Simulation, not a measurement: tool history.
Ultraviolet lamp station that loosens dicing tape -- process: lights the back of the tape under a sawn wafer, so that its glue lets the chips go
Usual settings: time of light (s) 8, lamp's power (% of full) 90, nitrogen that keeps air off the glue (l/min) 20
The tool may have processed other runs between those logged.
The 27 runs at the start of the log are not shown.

| run | hour | time of light (s) | lamp's power (% of full) | nitrogen that keeps air off the glue (l/min) | force that peels the tape off (N) | light that reached the tape (mJ/cm²) |
|---|---|---|---|---|---|---|
| 28 | 1294.9 | 8 | 86 | 14 | 2.330 | 393 |
| 29 | 1332.8 | 8 | 90 | 12 | 2.370 | 411 |
| 30 | 1359.9 | 8 | 90 | 12 | 2.390 | 405 |
| 31 | 1412.0 | 8 | 90 | 8 | 2.903 | 398 |
| 32 | 1455.6 | 8 | 90 | 30 | 1.768 | 387 |
|  | 1502.9 | window cleaned of glue's vapour |
| 33 | 1511.9 | 8 | 90 | 30 | 1.595 | 414 |
| 34 | 1571.5 | 8 | 90 | 30 | 1.625 | 415 |
| 35 | 1607.4 | 4 | 87 | 8 | 5.584 | 191 |
| 36 | 1655.0 | 13 | 67 | 17 | 1.559 | 474 |
| 37 | 1714.1 | 13 | 67 | 17 | 1.566 | 473 |
| 38 | 1743.8 | 13 | 67 | 17 | 1.562 | 473 |
| 39 | 1787.3 | 13 | 67 | 17 | 1.553 | 465 |
| 40 | 1840.6 | 5 | 65 | 32 | 4.547 | 175 |
| 41 | 1899.0 | 5 | 65 | 32 | 4.604 | 172 |
| 42 | 1941.2 | 5 | 65 | 32 | 4.704 | 169 |
|  | 1961.8 | lamp changed |
| 43 | 2003.6 | 8 | 90 | 20 | 1.134 | 533 |

Predict each of these 4 candidate next runs independently; none follows another, all start after run 43:
| A | 2059.5 | 11 | 90 | 12 | ? | ? |
| B | 2059.5 | 8 | 78 | 9 | ? | ? |
| C | 2059.5 | 8 | 64 | 15 | ? | ? |
| D | 2059.5 | 8 | 98 | 21 | ? | ? |

| run | force that peels the tape off (N) | light that reached the tape (mJ/cm²) |
|---|---|---|
| A | 0.823 | 725 |
| B | 2.204 | 455 |
| C | 2.375 | 374 |
| D | 0.986 | 569 |
Had the tool no hidden state, the same runs would have come out as:
| run | force that peels the tape off (N) | light that reached the tape (mJ/cm²) |
|---|---|---|
| A | 0.721 | 771 |
| B | 2.007 | 485 |
| C | 2.171 | 398 |
| D | 0.867 | 606 |
